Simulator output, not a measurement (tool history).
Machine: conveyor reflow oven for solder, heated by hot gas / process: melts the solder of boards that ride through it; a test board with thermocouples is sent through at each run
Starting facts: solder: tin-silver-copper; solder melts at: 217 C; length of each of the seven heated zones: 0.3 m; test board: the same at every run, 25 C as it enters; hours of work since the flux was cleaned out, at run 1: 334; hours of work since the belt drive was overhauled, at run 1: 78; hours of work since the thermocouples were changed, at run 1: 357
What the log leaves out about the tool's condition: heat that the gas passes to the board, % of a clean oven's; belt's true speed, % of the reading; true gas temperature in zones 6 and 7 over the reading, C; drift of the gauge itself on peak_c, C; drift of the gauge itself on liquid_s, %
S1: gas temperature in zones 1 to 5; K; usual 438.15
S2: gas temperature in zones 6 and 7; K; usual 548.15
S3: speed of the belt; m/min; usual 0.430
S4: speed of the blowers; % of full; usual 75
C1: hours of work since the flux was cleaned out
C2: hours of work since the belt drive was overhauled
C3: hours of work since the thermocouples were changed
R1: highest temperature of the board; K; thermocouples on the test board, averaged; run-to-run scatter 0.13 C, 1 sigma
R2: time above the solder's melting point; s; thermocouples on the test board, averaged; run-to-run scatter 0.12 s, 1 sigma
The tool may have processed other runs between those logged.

run 1 hour=0.0 | S1=438.15 S2=548.15 S3=0.430 S4=75 | C1=334 C2=78 C3=357 | R1=530.05 R2=62.5
run 2 hour=6.3 | S1=438.15 S2=548.15 S3=0.430 S4=75 | C1=339 C2=82 C3=362 | R1=529.95 R2=62.3
-- hour=19.2 flux residue cleaned out of gas plates and filters
run 3 hour=22.3 | S1=438.15 S2=548.15 S3=0.430 S4=75 | C1=2 C2=91 C3=370 | R1=531.45 R2=63.7
run 4 hour=28.3 | S1=438.15 S2=548.15 S3=0.430 S4=75 | C1=7 C2=95 C3=375 | R1=531.35 R2=63.9
run 5 hour=35.5 | S1=441.15 S2=548.15 S3=0.430 S4=75 | C1=12 C2=101 C3=380 | R1=532.05 R2=65.5
run 6 hour=43.4 | S1=438.15 S2=548.15 S3=0.430 S4=75 | C1=18 C2=106 C3=386 | R1=531.55 R2=63.7
run 7 hour=54.3 | S1=438.15 S2=548.15 S3=0.430 S4=75 | C1=26 C2=115 C3=394 | R1=531.55 R2=63.6
run 8 hour=64.9 | S1=438.15 S2=548.15 S3=0.430 S4=75 | C1=34 C2=122 C3=402 | R1=531.55 R2=63.8
run 9 hour=76.5 | S1=438.15 S2=545.15 S3=0.430 S4=75 | C1=43 C2=131 C3=411 | R1=528.75 R2=61.9
run 10 hour=83.6 | S1=438.15 S2=545.15 S3=0.430 S4=75 | C1=48 C2=136 C3=416 | R1=528.85 R2=62.1
run 11 hour=91.8 | S1=438.15 S2=548.15 S3=0.438 S4=75 | C1=54 C2=143 C3=422 | R1=530.75 R2=62.1
run 12 hour=97.8 | S1=447.15 S2=548.15 S3=0.438 S4=75 | C1=59 C2=147 C3=427 | R1=532.35 R2=66.1
run 13 hour=108.6 | S1=447.15 S2=548.15 S3=0.438 S4=75 | C1=67 C2=155 C3=435 | R1=532.25 R2=66.3
run 14 hour=115.7 | S1=447.15 S2=548.15 S3=0.438 S4=75 | C1=72 C2=160 C3=440 | R1=532.35 R2=66.1
run 15 hour=127.3 | S1=438.15 S2=548.15 S3=0.430 S4=62 | C1=81 C2=169 C3=449 | R1=526.75 R2=59.4
run 16 hour=138.6 | S1=438.15 S2=548.15 S3=0.430 S4=62 | C1=89 C2=177 C3=457 | R1=526.85 R2=59.5
run 17 hour=143.3 | S1=443.15 S2=548.15 S3=0.430 S4=75 | C1=93 C2=181 C3=461 | R1=532.35 R2=65.9
run 18 hour=150.4 | S1=443.15 S2=548.15 S3=0.430 S4=75 | C1=98 C2=186 C3=466 | R1=532.25 R2=65.9
run 19 hour=155.8 | S1=443.15 S2=543.15 S3=0.348 S4=67 | C1=102 C2=190 C3=470 | R1=532.35 R2=82.8
run 20 hour=164.0 | S1=443.15 S2=543.15 S3=0.348 S4=67 | C1=108 C2=196 C3=476 | R1=532.15 R2=83.1
run 21 hour=174.1 | S1=442.15 S2=546.15 S3=0.363 S4=89 | C1=116 C2=204 C3=484 | R1=538.55 R2=84.2
run 22 hour=184.6 | S1=442.15 S2=546.15 S3=0.363 S4=89 | C1=123 C2=212 C3=491 | R1=538.45 R2=84.1
run 23 hour=190.7 | S1=438.15 S2=558.15 S3=0.477 S4=75 | C1=128 C2=216 C3=496 | R1=535.75 R2=59.4
run 24 hour=202.3 | S1=448.15 S2=558.15 S3=0.477 S4=75 | C1=137 C2=225 C3=505 | R1=537.95 R2=63.6
run 25 hour=208.6 | S1=451.15 S2=552.15 S3=0.445 S4=63 | C1=141 C2=230 C3=509 | R1=531.95 R2=65.5
run 26 hour=218.1 | S1=443.15 S2=552.15 S3=0.445 S4=63 | C1=148 C2=237 C3=516 | R1=530.25 R2=61.4
run 27 hour=223.1 | S1=438.15 S2=548.15 S3=0.430 S4=86 | C1=152 C2=240 C3=520 | R1=534.35 R2=66.1
run 28 hour=233.7 | S1=438.15 S2=548.15 S3=0.466 S4=69 | C1=160 C2=248 C3=528 | R1=526.15 R2=54.0
run 29 hour=242.2 | S1=431.15 S2=548.15 S3=0.466 S4=51 | C1=166 C2=255 C3=534 | R1=515.75 R2=40.9
run 30 hour=247.7 | S1=431.15 S2=549.15 S3=0.351 S4=51 | C1=170 C2=259 C3=538 | R1=529.75 R2=73.9

For each run, the measured value with the value that run would have given without the tool's hidden condition subtracted. The run-to-run variation is shared by both, the gauge scatter possibly not:
run=1 R1=-0.30 R2=-0.5
run=2 R1=-0.30 R2=-0.5
run=3 R1=+1.30 R2=+0.9
run=4 R1=+1.20 R2=+0.9
run=5 R1=+1.20 R2=+0.9
run=6 R1=+1.30 R2=+0.9
run=7 R1=+1.20 R2=+0.9
run=8 R1=+1.20 R2=+0.9
run=9 R1=+1.30 R2=+0.9
run=10 R1=+1.20 R2=+0.9
run=11 R1=+1.20 R2=+0.9
run=12 R1=+1.20 R2=+0.8
run=13 R1=+1.20 R2=+0.9
run=14 R1=+1.20 R2=+0.8
run=15 R1=+1.20 R2=+1.0
run=16 R1=+1.10 R2=+1.0
run=17 R1=+1.20 R2=+0.8
run=18 R1=+1.20 R2=+0.9
run=19 R1=+1.40 R2=+1.1
run=20 R1=+1.40 R2=+1.2
run=21 R1=+1.40 R2=+0.9
run=22 R1=+1.40 R2=+0.9
run=23 R1=+1.00 R2=+0.7
run=24 R1=+1.00 R2=+0.7
run=25 R1=+1.10 R2=+0.9
run=26 R1=+1.10 R2=+0.9
run=27 R1=+1.20 R2=+0.7
run=28 R1=+1.00 R2=+0.8
run=29 R1=+1.00 R2=+1.0
run=30 R1=+1.40 R2=+1.4

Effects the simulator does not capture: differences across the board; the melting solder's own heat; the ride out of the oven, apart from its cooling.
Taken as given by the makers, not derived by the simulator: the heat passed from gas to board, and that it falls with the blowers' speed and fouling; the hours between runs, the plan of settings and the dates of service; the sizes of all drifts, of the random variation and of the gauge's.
